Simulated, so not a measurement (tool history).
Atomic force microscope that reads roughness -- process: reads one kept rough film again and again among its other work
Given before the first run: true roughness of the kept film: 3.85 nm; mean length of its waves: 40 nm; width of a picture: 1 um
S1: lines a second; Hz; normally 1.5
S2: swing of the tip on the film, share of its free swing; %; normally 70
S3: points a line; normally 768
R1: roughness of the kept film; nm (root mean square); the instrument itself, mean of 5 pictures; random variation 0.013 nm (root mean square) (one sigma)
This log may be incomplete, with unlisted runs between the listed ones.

{"run": 1, "hour": 0.0, "S1": 1.5, "S2": 70, "S3": 768, "R1": 3.106}
{"run": 2, "hour": 27.7, "S1": 1.5, "S2": 70, "S3": 768, "R1": 2.933}
{"run": 3, "hour": 41.3, "S1": 1.5, "S2": 70, "S3": 768, "R1": 2.868}
{"run": 4, "hour": 58.2, "S1": 1.5, "S2": 70, "S3": 768, "R1": 2.786}
{"run": 5, "hour": 84.4, "S1": 1.5, "S2": 70, "S3": 768, "R1": 2.648}
{"run": 6, "hour": 107.1, "S1": 1.5, "S2": 70, "S3": 768, "R1": 2.55}
{"hour": 112.4, "done": "new tip fitted"}
{"run": 7, "hour": 128.5, "S1": 1.5, "S2": 70, "S3": 768, "R1": 3.043}
{"hour": 131.3, "done": "height scale calibrated on a step standard"}
{"run": 8, "hour": 157.8, "S1": 1.5, "S2": 70, "S3": 768, "R1": 2.883}
{"run": 9, "hour": 179.7, "S1": 1.02, "S2": 70, "S3": 598, "R1": 2.873}
{"run": 10, "hour": 196.6, "S1": 1.02, "S2": 70, "S3": 598, "R1": 2.78}
{"run": 11, "hour": 222.9, "S1": 1.5, "S2": 74, "S3": 768, "R1": 2.522}
{"hour": 245.5, "done": "new tip fitted"}
{"run": 12, "hour": 248.1, "S1": 1.5, "S2": 62, "S3": 768, "R1": 3.293}
{"run": 13, "hour": 266.8, "S1": 3.28, "S2": 62, "S3": 907, "R1": 2.949}
{"run": 14, "hour": 281.8, "S1": 1.55, "S2": 63, "S3": 886, "R1": 3.063}
{"hour": 294.2, "done": "height scale calibrated on a step standard, once more"}
{"run": 15, "hour": 312.1, "S1": 1.55, "S2": 63, "S3": 886, "R1": 2.88}
{"run": 16, "hour": 334.1, "S1": 0.88, "S2": 71, "S3": 493, "R1": 2.813}

Table of differences, measured result less the result of that run with no hidden state. Run-to-run variation is the same in both. Gauge scatter possibly is not:
Hidden conditions of the tool in this case: radius of the tip, nm; height scale over the true one, %; drift of the gauge itself on roughness_nm, %.
run=1 R1=-0.095
run=2 R1=-0.264
run=3 R1=-0.335
run=4 R1=-0.428
run=5 R1=-0.555
run=6 R1=-0.654
run=7 R1=-0.144
run=8 R1=-0.293
run=9 R1=-0.427
run=10 R1=-0.515
run=11 R1=-0.616
run=12 R1=-0.023
run=13 R1=-0.144
run=14 R1=-0.243
run=15 R1=-0.39
run=16 R1=-0.506

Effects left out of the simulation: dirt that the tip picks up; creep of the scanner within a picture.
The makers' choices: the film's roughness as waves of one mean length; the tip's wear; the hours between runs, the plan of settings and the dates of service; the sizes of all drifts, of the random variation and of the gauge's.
